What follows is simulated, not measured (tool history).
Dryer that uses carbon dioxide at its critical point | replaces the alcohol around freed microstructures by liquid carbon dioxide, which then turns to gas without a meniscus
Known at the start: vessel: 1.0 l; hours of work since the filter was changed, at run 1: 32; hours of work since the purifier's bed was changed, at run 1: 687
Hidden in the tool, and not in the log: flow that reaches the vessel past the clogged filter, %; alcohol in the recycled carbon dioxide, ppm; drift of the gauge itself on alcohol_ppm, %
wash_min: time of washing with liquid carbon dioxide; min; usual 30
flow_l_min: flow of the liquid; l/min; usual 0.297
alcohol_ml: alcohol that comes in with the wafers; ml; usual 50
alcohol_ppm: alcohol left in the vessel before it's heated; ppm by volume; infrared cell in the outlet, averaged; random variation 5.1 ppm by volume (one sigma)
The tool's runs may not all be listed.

run,hour,wash_min,flow_l_min,alcohol_ml,hours of work since the filter was changed,hours of work since the purifier's bed was changed,alcohol_ppm
1,0.0,30,0.297,50,32,687,158
2,67.7,30,0.297,50,60,714,177
3,97.1,30,0.297,109,72,726,250
4,149.7,30,0.297,37,93,747,158
5,218.9,30,0.297,37,121,775,171
6,254.7,36,0.297,50,136,790,144
7,298.1,36,0.297,50,153,808,147
8,352.5,19,0.297,50,175,830,991
9,416.0,19,0.260,50,201,856,1518
10,465.2,19,0.260,50,221,876,1578
11,515.8,30,0.297,77,242,896,268
12,552.3,30,0.297,50,257,911,222
13,580.6,30,0.297,50,268,922,222
14,643.6,30,0.297,50,294,948,246
15,702.8,30,0.297,50,318,972,248
16,759.8,30,0.297,50,341,995,250
17,817.7,41,0.297,50,364,1019,159
18,857.8,18,0.297,50,381,1035,1470
19,917.9,18,0.297,50,405,1059,1532
20,959.1,18,0.297,50,422,1076,1526
21,990.8,21,0.297,50,435,1089,920
22,1039.4,30,0.423,50,454,1109,167
23,1075.2,30,0.423,50,469,1123,177
# hour 1119.3: purifier's bed changed
24,1141.2,30,0.297,50,494,9,156
25,1208.6,39,0.236,118,522,36,302
26,1247.1,23,0.206,53,537,52,2464
27,1300.6,47,0.219,108,559,74,163
28,1337.9,47,0.219,32,574,89,68
# hour 1344.7: inlet filter changed
29,1387.3,31,0.501,50,17,108,29
30,1443.6,28,0.203,118,40,131,1777
31,1509.6,28,0.203,118,67,158,1832
32,1567.9,38,0.297,25,91,182,42
33,1601.4,38,0.297,25,104,195,36
34,1644.8,38,0.297,25,122,213,36
35,1703.0,38,0.297,25,146,237,45
36,1738.4,38,0.409,87,160,251,42
37,1779.6,38,0.491,87,177,268,38
38,1844.8,38,0.491,87,203,294,48
39,1905.5,38,0.323,23,228,319,61
40,1956.2,43,0.381,23,248,339,53
41,1991.2,43,0.381,23,263,354,54
42,2020.2,30,0.304,23,274,365,100
43,2058.4,30,0.304,23,290,381,101
44,2103.0,28,0.363,51,308,399,106
45,2153.7,28,0.363,51,329,420,119
46,2186.3,28,0.363,51,342,433,116
47,2226.7,20,0.325,76,358,449,950
48,2290.7,20,0.325,76,384,475,1020

3 ways to go on from here, each from the tool as it stands after run 48. What would each give?
A,2357.0,19,0.297,43,411,502,?
B,2357.0,27,0.325,76,411,502,?
C,2357.0,44,0.286,71,411,502,?

run,alcohol_ppm
A,1049
B,281
C,98
Without the tool's hidden state the same runs would have given:
run,alcohol_ppm
A,604
B,98
C,15
